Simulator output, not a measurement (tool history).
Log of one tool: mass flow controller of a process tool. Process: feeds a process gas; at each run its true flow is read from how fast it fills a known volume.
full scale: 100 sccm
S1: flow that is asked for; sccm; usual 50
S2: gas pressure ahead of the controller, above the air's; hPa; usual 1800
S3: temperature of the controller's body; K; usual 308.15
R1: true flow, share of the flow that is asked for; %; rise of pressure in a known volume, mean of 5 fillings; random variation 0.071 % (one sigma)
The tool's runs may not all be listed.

run 1 hour=0 | S1=50 S2=1800 S3=308.15 | R1=100.19
run 2 hour=113.1 | S1=50 S2=1800 S3=308.15 | R1=100.22
run 3 hour=211.7 | S1=50 S2=1800 S3=308.15 | R1=100.11
run 4 hour=396.7 | S1=50 S2=1800 S3=308.15 | R1=100.1
run 5 hour=556 | S1=50 S2=1800 S3=308.15 | R1=100.17
run 6 hour=721.5 | S1=50 S2=1800 S3=308.15 | R1=100.1
run 7 hour=893.3 | S1=50 S2=1800 S3=308.15 | R1=99.97
run 8 hour=1011.2 | S1=50 S2=1800 S3=308.15 | R1=99.98
run 9 hour=1204.4 | S1=50 S2=1800 S3=297.15 | R1=99.51
run 10 hour=1358.9 | S1=50 S2=1800 S3=308.15 | R1=100.05
run 11 hour=1551.5 | S1=50 S2=1620 S3=308.15 | R1=99.94
run 12 hour=1713.5 | S1=50 S2=1620 S3=308.15 | R1=99.78
run 13 hour=1884.5 | S1=50 S2=1800 S3=308.15 | R1=99.77
run 14 hour=1971.6 | S1=50 S2=1800 S3=308.15 | R1=99.84
run 15 hour=2084.6 | S1=50 S2=1800 S3=308.15 | R1=99.83
run 16 hour=2192.3 | S1=50 S2=1800 S3=308.15 | R1=99.74
run 17 hour=2315 | S1=50 S2=1800 S3=308.15 | R1=99.64
run 18 hour=2503.8 | S1=21 S2=2430 S3=308.15 | R1=99.83
run 19 hour=2595.1 | S1=72 S2=2120 S3=300.15 | R1=99.56
run 20 hour=2679.5 | S1=72 S2=2120 S3=300.15 | R1=99.47
run 21 hour=2766.1 | S1=29 S2=1680 S3=301.15 | R1=99.17
run 22 hour=2857.3 | S1=50 S2=1800 S3=305.15 | R1=99.43
run 23 hour=3043.1 | S1=59 S2=2450 S3=299.15 | R1=99.3
run 24 hour=3182.8 | S1=37 S2=2150 S3=307.15 | R1=99.69
run 25 hour=3355.6 | S1=37 S2=2150 S3=307.15 | R1=99.63
run 26 hour=3531.5 | S1=32 S2=2370 S3=304.15 | R1=99.54
run 27 hour=3671 | S1=32 S2=2370 S3=304.15 | R1=99.37

Forecast each of these 4 alternatives for the next run:
run A hour=3815.2 | S1=38 S2=1960 S3=306.15 | R1=?
run B hour=3815.2 | S1=17 S2=2370 S3=304.15 | R1=?
run C hour=3815.2 | S1=32 S2=2370 S3=312.15 | R1=?
run D hour=3815.2 | S1=11 S2=1720 S3=294.15 | R1=?

run=A R1=99.16
run=B R1=99.26
run=C R1=99.83
run=D R1=98.57
Without the tool's hidden state the same runs would have given:
run=A R1=99.96
run=B R1=100.07
run=C R1=100.64
run=D R1=99.41
